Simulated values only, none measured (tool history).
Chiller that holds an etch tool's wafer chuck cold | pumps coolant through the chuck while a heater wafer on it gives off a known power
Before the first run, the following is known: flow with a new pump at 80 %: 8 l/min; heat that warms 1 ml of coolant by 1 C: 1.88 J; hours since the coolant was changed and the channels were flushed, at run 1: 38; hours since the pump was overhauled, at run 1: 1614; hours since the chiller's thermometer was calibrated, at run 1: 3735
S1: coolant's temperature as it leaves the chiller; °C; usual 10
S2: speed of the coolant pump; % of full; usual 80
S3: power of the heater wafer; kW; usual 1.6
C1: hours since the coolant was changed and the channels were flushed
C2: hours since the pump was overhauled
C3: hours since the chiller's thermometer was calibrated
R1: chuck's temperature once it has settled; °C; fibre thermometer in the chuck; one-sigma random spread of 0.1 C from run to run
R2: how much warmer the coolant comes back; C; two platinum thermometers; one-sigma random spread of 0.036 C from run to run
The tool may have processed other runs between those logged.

run 1 hour=0 | S1=10 S2=80 S3=1.6 | C1=38 C2=1614 C3=3735 | R1=24 R2=6.67
run 2 hour=40 | S1=10 S2=80 S3=1.17 | C1=78 C2=1654 C3=3775 | R1=19.9 R2=4.87
run 3 hour=86.4 | S1=10 S2=80 S3=1.17 | C1=125 C2=1700 C3=3822 | R1=20.3 R2=4.96
run 4 hour=120.3 | S1=10 S2=86 S3=1.17 | C1=159 C2=1734 C3=3855 | R1=19.6 R2=4.54
run 5 hour=170.7 | S1=10 S2=80 S3=0.918 | C1=209 C2=1784 C3=3906 | R1=17.8 R2=3.83
run 6 hour=218.8 | S1=10 S2=73 S3=1.179 | C1=257 C2=1832 C3=3954 | R1=21.2 R2=5.41
run 7 hour=266 | S1=10 S2=80 S3=1.541 | C1=304 C2=1880 C3=4001 | R1=23.7 R2=6.52
run 8 hour=297.8 | S1=7 S2=60 S3=1.541 | C1=336 C2=1911 C3=4033 | R1=24.2 R2=8.64
run 9 hour=325.5 | S1=10 S2=75 S3=1.994 | C1=364 C2=1939 C3=4061 | R1=28.8 R2=8.95
run 10 hour=359.7 | S1=10 S2=75 S3=2.283 | C1=398 C2=1973 C3=4095 | R1=31.4 R2=10.33

Consider 3 possible next runs. They are alternatives, not a sequence: every one starts from the tool as it was left by run 10. What does each give?
run A hour=404.8 | S1=11 S2=75 S3=2.081 | C1=443 C2=2018 C3=4140 | R1=? R2=?
run B hour=404.8 | S1=10 S2=99 S3=1.6 | C1=443 C2=2018 C3=4140 | R1=? R2=?
run C hour=404.8 | S1=10 S2=80 S3=1.058 | C1=443 C2=2018 C3=4140 | R1=? R2=?

run=A R1=30.8 R2=9.4
run=B R1=21.9 R2=5.48
run=C R1=19.5 R2=4.49
Had the tool no hidden state, the same runs would have come out as:
run=A R1=30 R2=8.86
run=B R1=21.5 R2=5.17
run=C R1=19.3 R2=4.23

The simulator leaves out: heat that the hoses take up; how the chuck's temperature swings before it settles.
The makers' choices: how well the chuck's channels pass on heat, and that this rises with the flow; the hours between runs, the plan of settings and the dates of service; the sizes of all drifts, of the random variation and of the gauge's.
